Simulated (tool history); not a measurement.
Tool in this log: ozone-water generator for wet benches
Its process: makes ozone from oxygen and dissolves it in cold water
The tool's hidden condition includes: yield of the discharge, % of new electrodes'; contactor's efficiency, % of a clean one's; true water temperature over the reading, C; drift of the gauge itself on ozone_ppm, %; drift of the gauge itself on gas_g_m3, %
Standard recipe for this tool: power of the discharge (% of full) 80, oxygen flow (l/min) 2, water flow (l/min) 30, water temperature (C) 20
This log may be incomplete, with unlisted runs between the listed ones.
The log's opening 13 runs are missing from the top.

run    hour  power of the discharge (% of full)  oxygen flow (l/min)  water flow (l/min)  water temperature (C)  hours of work since the electrodes were changed  hours of work since the contactor was cleaned  hours of work since the thermometer was calibrated  dissolved ozone (ppm)  ozone in the gas ahead of the water (g/m3)
 14  1496.1                                  80                    2                  30                     13                                             5529                                           2717                                                3610                   10.4                                       242.2
 15  1607.5                                  80                    2                  25                     20                                             5626                                           2813                                                3706                   12.1                                       242.1
 16  1761.9                                  80                    2                  37                     20                                             5760                                           2948                                                3841                    7.7                                       240.8
 17  1849.9                                  80                    2                  37                     20                                             5837                                           3024                                                3917                    7.6                                       238.9
 18    1925                                  80                    2                  37                     20                                             5902                                           3089                                                3982                    7.7                                       240.7
 19  2028.7                                  80                 3.48                  21                     20                                             5992                                           3179                                                4072                   18.3                                       204.2
 20  2158.5                                  80                    2                  43                     14                                             6105                                           3292                                                4185                    6.6                                       240.7
 21  2243.8                                  80                    2                  42                     17                                             6179                                           3366                                                4259                    6.7                                       241.1
 22    2329                                  80                 1.72                  27                     20                                             6253                                           3440                                                4333                   10.4                                       252.1
 23    2436                                  80                 1.55                  30                     20                                             6346                                           3533                                                4426                    8.7                                       261.9
 24  2566.8                                  80                 1.55                  30                     20                                             6459                                           3647                                                4540                    8.7                                       263.6
 25  2659.9                                  80                 1.55                  30                     20                                             6540                                           3727                                                4620                    8.6                                       261.6
 26  2765.2                                  80                 1.55                  30                     16                                             6632                                           3819                                                4712                    8.9                                       262.3
 27  2906.5                                  80                 1.68                  30                     17                                             6754                                           3941                                                4835                      9                                       256.9
 28  3063.1                                  80                 1.98                  30                     23                                             6890                                           4077                                                4971                    9.8                                         242
 29  3141.1                                  84                 3.17                  38                     16                                             6958                                           4145                                                5038                   10.1                                         214
 30  3299.9                                  61                 3.17                  38                     23                                             7096                                           4283                                                5176                    8.1                                       179.2
     3356.2  -- water thermometer calibrated
 31  3390.2                                  61                 3.17                  38                     23                                             7174                                           4361                                                  30                      8                                       177.1
 32  3522.7                                  61                 3.17                  38                     23                                             7289                                           4476                                                 145                    7.8                                       177.3

Consider 4 possible next runs. They are alternatives, not a sequence: every one starts from the tool as it was left by run 32. What does each give?
  A  3675.8                                  80                 1.62                  33                     20                                             7422                                           4609                                                 278                      ?                                           ?
  B  3675.8                                  61                 1.75                  38                     23                                             7422                                           4609                                                 278                      ?                                           ?
  C  3675.8                                  80                    2                  45                     13                                             7422                                           4609                                                 278                      ?                                           ?
  D  3675.8                                  99                 3.31                  30                     20                                             7422                                           4609                                                 278                      ?                                           ?

run  dissolved ozone (ppm)  ozone in the gas ahead of the water (g/m3)
  A                    8.1                                       257.8
  B                    5.7                                       216.2
  C                      6                                       242.8
  D                   14.3                                       233.4
What these runs would have given with no unlogged condition in the tool:
run  dissolved ozone (ppm)  ozone in the gas ahead of the water (g/m3)
  A                    8.1                                       258.7
  B                    5.7                                       216.9
  C                    6.1                                       243.7
  D                   14.3                                       234.4

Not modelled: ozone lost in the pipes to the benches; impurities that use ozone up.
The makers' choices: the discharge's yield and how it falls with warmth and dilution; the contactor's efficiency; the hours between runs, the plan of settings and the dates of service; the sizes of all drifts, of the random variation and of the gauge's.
